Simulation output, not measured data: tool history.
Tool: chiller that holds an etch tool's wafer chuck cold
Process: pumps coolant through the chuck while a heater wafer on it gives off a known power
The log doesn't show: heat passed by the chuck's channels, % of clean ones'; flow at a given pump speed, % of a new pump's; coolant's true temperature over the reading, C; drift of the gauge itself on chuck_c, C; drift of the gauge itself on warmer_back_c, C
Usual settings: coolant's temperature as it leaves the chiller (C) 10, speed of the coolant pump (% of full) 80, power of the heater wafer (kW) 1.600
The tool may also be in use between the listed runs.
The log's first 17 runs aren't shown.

run     day  coolant's temperature as it leaves the chiller (C)  speed of the coolant pump (% of full)  power of the heater wafer (kW)  hours since the coolant was changed and the channels were flushed  hours since the pump was overhauled  hours since the chiller's thermometer was calibrated  chuck's temperature once it has settled (C)  how much warmer the coolant comes back (C)
 18  40.288                                                  14                                     79                           1.563                                                                276                                 3656                                                  2070                                         34.8                                        5.83
 19  43.125                                                  14                                     79                           2.362                                                                344                                 3724                                                  2138                                         45.0                                        8.83
 20  44.921                                                  17                                     69                           2.362                                                                387                                 3767                                                  2181                                         52.0                                       10.11
 21  46.821                                                  17                                     69                           2.362                                                                433                                 3813                                                  2227                                         52.1                                       10.22
 22  49.779                                                  17                                     69                           2.362                                                                504                                 3884                                                  2297                                         52.2                                       10.14
 23  52.258                                                  15                                     63                           1.600                                                                563                                 3943                                                  2357                                         41.1                                        7.58
 24  55.417                                                   1                                     97                           1.294                                                                639                                 4019                                                  2433                                         15.7                                        3.91
 25  58.538                                                   1                                     97                           1.294                                                                714                                 4094                                                  2508                                         15.7                                        3.97
 26  61.504                                                   6                                     71                           1.610                                                                785                                 4165                                                  2579                                         30.1                                        6.73
 27  64.350                                                   3                                     87                           1.600                                                                853                                 4233                                                  2647                                         23.2                                        5.39
 28  66.212                                                   7                                     75                           1.093                                                                898                                 4278                                                  2692                                         22.7                                        4.28
 29  68.579                                                   3                                     96                           1.093                                                                955                                 4335                                                  2749                                         15.9                                        3.32
 30  71.571                                                  10                                     81                           1.056                                                               1027                                 4407                                                  2821                                         24.2                                        3.88
 31  73.221                                                  10                                     81                           1.056                                                               1066                                 4446                                                  2860                                         24.0                                        3.87

3 ways to go on from here, each from the tool as it stands after run 31. What would each give?
  A  75.446                                                   6                                     68                           1.174                                                               1120                                 4500                                                  2914                                            ?                                           ?
  B  75.446                                                  17                                     79                           1.832                                                               1120                                 4500                                                  2914                                            ?                                           ?
  C  75.446                                                   6                                     80                           1.600                                                               1120                                 4500                                                  2914                                            ?                                           ?

run  chuck's temperature once it has settled (C)  how much warmer the coolant comes back (C)
  A                                         24.5                                        5.12
  B                                         42.2                                        6.87
  C                                         27.6                                        5.92
Without the tool's hidden state the same runs would have given:
run  chuck's temperature once it has settled (C)  how much warmer the coolant comes back (C)
  A                                         22.6                                        4.85
  B                                         39.8                                        6.52
  C                                         25.5                                        5.62
